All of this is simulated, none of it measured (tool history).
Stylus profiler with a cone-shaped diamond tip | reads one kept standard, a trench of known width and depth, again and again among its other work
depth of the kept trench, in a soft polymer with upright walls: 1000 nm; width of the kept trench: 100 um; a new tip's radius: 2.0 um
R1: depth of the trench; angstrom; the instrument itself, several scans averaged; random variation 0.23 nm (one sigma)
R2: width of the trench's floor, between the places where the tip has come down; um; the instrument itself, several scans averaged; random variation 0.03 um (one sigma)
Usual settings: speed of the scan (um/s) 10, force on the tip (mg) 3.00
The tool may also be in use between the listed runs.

run 1 hour=0.0 | speed_of_the_scan_(um/s)=10 force_on_the_tip_(mg)=3.00 | R1=10116.5 R2=96.18
run 2 hour=23.6 | speed_of_the_scan_(um/s)=10 force_on_the_tip_(mg)=1.00 | R1=10052.0 R2=96.17
run 3 hour=39.0 | speed_of_the_scan_(um/s)=10 force_on_the_tip_(mg)=3.00 | R1=10118.1 R2=96.19
run 4 hour=61.7 | speed_of_the_scan_(um/s)=14 force_on_the_tip_(mg)=3.00 | R1=10120.8 R2=96.15
run 5 hour=74.7 | speed_of_the_scan_(um/s)=10 force_on_the_tip_(mg)=3.00 | R1=10117.4 R2=96.11
run 6 hour=98.2 | speed_of_the_scan_(um/s)=10 force_on_the_tip_(mg)=3.00 | R1=10116.6 R2=96.13
run 7 hour=117.0 | speed_of_the_scan_(um/s)=10 force_on_the_tip_(mg)=3.00 | R1=10117.7 R2=96.06
run 8 hour=140.1 | speed_of_the_scan_(um/s)=3 force_on_the_tip_(mg)=1.98 | R1=10084.3 R2=96.10
run 9 hour=164.4 | speed_of_the_scan_(um/s)=16 force_on_the_tip_(mg)=2.66 | R1=10105.0 R2=96.01
run 10 hour=186.4 | speed_of_the_scan_(um/s)=16 force_on_the_tip_(mg)=2.66 | R1=10106.0 R2=96.06
run 11 hour=209.6 | speed_of_the_scan_(um/s)=3 force_on_the_tip_(mg)=1.36 | R1=10062.9 R2=96.08
run 12 hour=234.3 | speed_of_the_scan_(um/s)=5 force_on_the_tip_(mg)=1.49 | R1=10067.8 R2=96.04
run 13 hour=250.8 | speed_of_the_scan_(um/s)=10 force_on_the_tip_(mg)=2.76 | R1=10107.4 R2=95.97

4 ways to go on from here, each from the tool as it stands after run 13. What would each give?
run A hour=273.4 | speed_of_the_scan_(um/s)=2 force_on_the_tip_(mg)=4.28 | R1=? R2=?
run B hour=273.4 | speed_of_the_scan_(um/s)=10 force_on_the_tip_(mg)=3.83 | R1=? R2=?
run C hour=273.4 | speed_of_the_scan_(um/s)=10 force_on_the_tip_(mg)=6.65 | R1=? R2=?
run D hour=273.4 | speed_of_the_scan_(um/s)=4 force_on_the_tip_(mg)=8.84 | R1=? R2=?

run=A R1=10150.4 R2=95.98
run=B R1=10135.6 R2=95.97
run=C R1=10203.7 R2=95.95
run=D R1=10250.6 R2=96.02
Without the tool's hidden state the same runs would have given:
run=A R1=10167.1 R2=96.51
run=B R1=10152.2 R2=96.51
run=C R1=10220.4 R2=96.49
run=D R1=10267.3 R2=96.56
